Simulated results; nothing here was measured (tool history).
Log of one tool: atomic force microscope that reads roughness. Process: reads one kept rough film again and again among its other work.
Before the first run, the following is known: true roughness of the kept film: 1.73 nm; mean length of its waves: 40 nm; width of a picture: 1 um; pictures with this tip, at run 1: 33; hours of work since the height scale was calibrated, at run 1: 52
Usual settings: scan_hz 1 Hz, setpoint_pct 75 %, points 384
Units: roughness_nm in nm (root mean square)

run	hour	scan_hz	setpoint_pct	points	pictures with this tip	hours of work since the height scale was calibrated	roughness_nm
1	0	1	75	384	33	52	1.546
2	9.4	1	75	384	44	56	1.543
3	18.5	1	75	384	55	61	1.541
4	34	1	75	978	73	68	1.549
# hour 47.7: new tip fitted
5	55.4	1	75	384	9	77	1.541
6	68.4	1	75	384	24	83	1.541
7	79.7	1	75	286	38	89	1.535
8	88.9	1	75	286	48	93	1.535
9	109.9	1	75	265	73	102	1.527
10	118.9	1	75	979	83	107	1.547
# hour 122.6: new tip fitted
11	132.9	1	75	979	12	113	1.547
12	151.3	1	75	979	33	121	1.549
13	169.3	1	75	979	54	130	1.548
14	181.8	1	61	384	69	135	1.613
# hour 199.2: new tip fitted
15	202.7	1	61	384	4	145	1.612
16	212.2	1	75	384	16	149	1.54
17	221.2	1	75	384	26	153	1.547
18	236.3	1	75	384	44	160	1.544
19	246.6	1	75	384	56	165	1.541
20	268.2	1	75	364	81	175	1.541
# hour 274.1: new tip fitted
21	284.3	1	75	859	12	182	1.547
22	305.8	1	75	859	37	192	1.548
23	327.6	1	75	644	62	202	1.547
24	338.9	1	75	644	75	207	1.546
# hour 350: new tip fitted
25	359.1	1	75	437	10	216	1.545
26	377.8	1	75	437	32	225	1.55
27	394.8	1	75	437	52	233	1.544
28	413.7	1	75	437	74	241	1.547
29	424.2	1	56	398	86	246	1.626
# hour 426.5: new tip fitted
30	433.9	1	56	398	9	251	1.633
31	455.8	0.54	56	600	34	261	1.653
32	473.8	0.55	87	384	55	269	1.54
33	490.9	2.87	66	384	75	277	1.46
# hour 502.2: new tip fitted
34	510.7	0.85	75	384	9	286	1.558
35	523.9	1.08	85	316	25	292	1.452
36	542.3	0.72	77	512	46	300	1.566
37	554.4	1	79	614	60	306	1.518
38	569.6	1	75	521	78	313	1.546
# hour 578.4: new tip fitted
39	591.1	1.9	76	277	14	323	1.422
40	603.6	1.9	76	277	29	328	1.425
41	614	1.9	76	277	41	333	1.425
42	633.1	1.9	76	277	63	342	1.425
43	647.7	1	76	384	80	349	1.539
# hour 654.4: new tip fitted
44	657.7	2.81	66	361	4	353	1.463
45	676	1.53	66	471	26	361	1.551
46	696.1	3.95	75	384	49	371	1.252
47	715.9	0.58	75	506	72	380	1.599
# hour 729.4: new tip fitted
48	731.5	0.58	75	506	3	387	1.596
49	744.7	2.24	79	377	18	393	1.358
50	764.5	1	56	553	41	402	1.635
51	776	1	76	1008	54	407	1.54
52	797.2	1	76	1008	79	417	1.541

Branching from run 52: 3 alternative next runs. What would each branch give?
# hour 804.3: new tip fitted
A	814.3	1	76	393	11	425	?
# hour 804.3: new tip fitted
B	814.3	3.39	87	289	11	425	?
# hour 804.3: new tip fitted
C	814.3	1	79	312	11	425	?

run	roughness_nm
A	1.533
B	1.099
C	1.511
Without the tool's unlogged condition, the same runs would have read:
run	roughness_nm
A	1.533
B	1.099
C	1.511
